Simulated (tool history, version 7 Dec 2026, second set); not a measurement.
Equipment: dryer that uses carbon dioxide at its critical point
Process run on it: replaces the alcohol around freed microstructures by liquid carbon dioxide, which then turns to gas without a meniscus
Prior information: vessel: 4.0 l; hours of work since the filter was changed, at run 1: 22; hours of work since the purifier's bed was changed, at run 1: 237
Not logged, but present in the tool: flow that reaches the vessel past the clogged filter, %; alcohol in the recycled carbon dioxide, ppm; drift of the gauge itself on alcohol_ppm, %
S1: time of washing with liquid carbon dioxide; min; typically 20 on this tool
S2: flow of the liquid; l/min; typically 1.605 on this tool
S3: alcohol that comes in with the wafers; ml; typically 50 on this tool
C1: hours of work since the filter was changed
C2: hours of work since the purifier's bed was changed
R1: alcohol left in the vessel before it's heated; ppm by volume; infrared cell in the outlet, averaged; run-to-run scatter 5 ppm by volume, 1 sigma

run,day,S1,S2,S3,C1,C2,R1
1,0.000,20,1.605,50,22,237,89
2,0.983,20,1.605,50,34,249,93
3,1.996,20,1.605,50,47,262,102
4,2.604,20,1.605,118,54,269,125
5,3.712,20,1.605,118,68,283,143
6,4.746,20,1.605,100,81,296,132
7,5.342,20,1.605,50,88,304,111
8,6.288,20,2.140,50,100,315,107
9,7.112,13,1.605,50,110,326,309
10,8.304,13,1.605,50,125,340,338
11,9.321,20,1.605,31,138,353,121
12,9.862,20,1.605,31,144,360,125
13,10.529,20,1.605,31,153,368,135
14,11.654,20,1.605,31,167,382,127
15,12.154,20,1.605,31,173,388,137
16,13.121,20,1.605,31,185,400,142
17,13.700,20,1.605,31,192,408,135
18,14.254,20,1.605,31,199,414,151
# day 14.871: inlet filter changed
19,14.871,29,1.605,50,0,422,127
20,16.025,29,1.605,50,14,436,120
21,16.821,20,1.605,30,24,446,130
22,17.908,20,2.260,73,38,459,130
23,18.704,20,2.260,73,48,469,146
24,19.221,15,1.605,50,54,476,228
25,20.396,16,1.605,50,69,490,218
26,21.192,16,1.605,50,79,500,216
27,21.992,31,1.770,21,89,510,146
28,23.083,31,1.770,21,102,524,151
29,23.708,14,1.500,50,110,531,375
30,24.229,14,1.500,50,116,538,378
31,25.371,31,1.500,50,131,552,162
32,26.188,20,1.460,31,141,562,186
33,26.729,28,2.600,34,148,569,155
34,27.588,28,2.600,34,158,580,176
35,28.117,15,1.630,34,165,586,246
36,28.658,15,1.630,34,172,593,265
37,29.283,24,0.970,69,179,601,448
38,29.929,24,0.970,69,187,609,484
39,30.604,20,1.605,20,196,617,187

Hidden state or all else? Some run-to-run changes of R1, split into what the settings, what came in and random variation would give without the hidden state, and what is left for the hidden state (with any gauge scatter that isn't in both results):
Run 8 -> 9: S1 20 -> 13, S2 2.140 -> 1.605. R1 +202 ppm by volume: hidden state +79, all else +123.
Run 10 -> 11: S1 13 -> 20, S3 50 -> 31. R1 -217 ppm by volume: hidden state -76, all else -141.
Run 28 -> 29: S1 31 -> 14, S2 1.770 -> 1.500, S3 21 -> 50. R1 +224 ppm by volume: hidden state +76, all else +148.
Run 36 -> 37: S1 15 -> 24, S2 1.630 -> 0.970, S3 34 -> 69. R1 +183 ppm by volume: hidden state +103, all else +80.
Run 38 -> 39: S1 24 -> 20, S2 0.970 -> 1.605, S3 69 -> 20. R1 -297 ppm by volume: hidden state -155, all else -142.
